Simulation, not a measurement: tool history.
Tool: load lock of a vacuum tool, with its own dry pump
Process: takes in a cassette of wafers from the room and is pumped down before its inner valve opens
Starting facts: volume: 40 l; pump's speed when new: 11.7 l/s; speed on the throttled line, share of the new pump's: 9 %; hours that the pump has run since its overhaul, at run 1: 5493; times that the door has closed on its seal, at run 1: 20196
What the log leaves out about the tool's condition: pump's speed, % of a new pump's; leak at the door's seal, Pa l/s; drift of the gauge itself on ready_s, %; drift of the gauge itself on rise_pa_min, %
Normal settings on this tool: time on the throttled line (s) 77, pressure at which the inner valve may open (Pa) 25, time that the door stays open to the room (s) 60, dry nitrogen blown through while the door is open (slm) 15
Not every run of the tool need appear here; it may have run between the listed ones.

run,hour,time on the throttled line (s),pressure at which the inner valve may open (Pa),time that the door stays open to the room (s),dry nitrogen blown through while the door is open (slm),hours that the pump has run since its overhaul,times that the door has closed on its seal,"incoming humidity of the room's air, %",time from the closed door until the inner valve may open (s),rise of the pressure with all valves shut (Pa/min)
1,0.0,77,25,60,15,5493,20196,48.6,100.4,0.213
2,133.5,77,25,60,15,5627,20481,47.1,100.4,0.210
3,195.5,77,25,60,15,5688,20613,48.4,100.7,0.218
4,287.1,77,25,60,15,5780,20808,44.4,100.4,0.212
5,430.6,77,25,60,15,5924,21114,46.5,100.4,0.213
6,554.2,77,25,60,15,6047,21378,45.1,100.2,0.216
7,682.3,47,25,60,15,6175,21651,41.9,73.3,0.215
8,768.9,77,25,60,15,6262,21835,45.4,100.6,0.218
9,857.5,77,25,60,15,6350,22024,40.0,100.5,0.225
10,939.4,77,25,60,15,6432,22198,47.1,100.5,0.230
11,1084.7,77,25,36,15,6578,22508,44.6,100.6,0.223
12,1229.4,77,25,60,8,6722,22816,46.6,100.4,0.240
13,1301.6,77,25,60,8,6795,22970,41.2,100.4,0.243
14,1394.7,77,24,60,15,6888,23169,48.1,100.8,0.251
15,1506.1,77,24,60,15,6999,23406,44.5,100.8,0.242
16,1593.9,77,49,60,15,7087,23593,43.0,98.1,0.248
17,1700.6,77,49,60,15,7194,23821,45.5,98.3,0.256
18,1771.2,77,49,60,15,7264,23971,46.6,98.1,0.259
19,1916.6,77,49,60,15,7410,24281,50.2,97.9,0.265
20,2043.4,131,25,60,17,7536,24551,43.9,149.7,0.265
21,2147.6,131,25,60,17,7641,24773,47.9,149.5,0.268
22,2285.0,131,25,60,17,7778,25066,43.8,149.4,0.263
23,2433.5,94,30,39,11,7926,25383,46.5,115.1,0.274
24,2508.3,94,36,160,4,8001,25542,44.1,115.1,0.310
25,2598.3,94,36,160,4,8091,25734,45.2,114.5,0.314
26,2701.6,71,25,89,15,8195,25954,44.7,95.7,0.294
27,2829.5,77,28,60,15,8323,26227,46.9,100.0,0.288
28,2893.1,84,48,60,15,8386,26362,45.6,104.7,0.298
29,2999.3,67,21,60,5,8492,26589,41.0,92.7,0.296
30,3059.4,45,47,118,39,8552,26717,48.9,69.7,0.283
31,3184.4,58,25,63,19,8677,26983,45.8,83.7,0.298
32,3332.1,138,43,59,19,8825,27298,42.9,154.3,0.293
33,3454.2,138,43,59,19,8947,27558,42.5,153.8,0.293
34,3532.4,96,40,97,13,9025,27725,47.9,116.5,0.323
35,3604.2,54,40,97,37,9097,27878,46.5,78.6,0.302
36,3686.3,77,25,26,15,9179,28053,44.7,100.9,0.301

Had the tool no unlogged condition, and each run kept its random variation, what would the results have been?
run,time from the closed door until the inner valve may open (s),rise of the pressure with all valves shut (Pa/min)
1,98.9,0.053
2,98.9,0.050
3,99.1,0.054
4,98.9,0.047
5,98.8,0.046
6,98.7,0.043
7,71.4,0.039
8,99.0,0.043
9,98.9,0.046
10,98.8,0.046
11,98.9,0.037
12,98.7,0.050
13,98.6,0.050
14,99.0,0.053
15,99.0,0.042
16,96.5,0.045
17,96.7,0.051
18,96.5,0.046
19,96.3,0.050
20,148.3,0.049
21,148.0,0.047
22,147.9,0.039
23,113.3,0.049
24,113.3,0.082
25,112.8,0.081
26,93.7,0.053
27,98.1,0.045
28,103.0,0.049
29,90.5,0.053
30,67.6,0.036
31,81.4,0.045
32,152.8,0.039
33,152.3,0.033
34,114.7,0.060
35,76.4,0.035
36,98.8,0.034
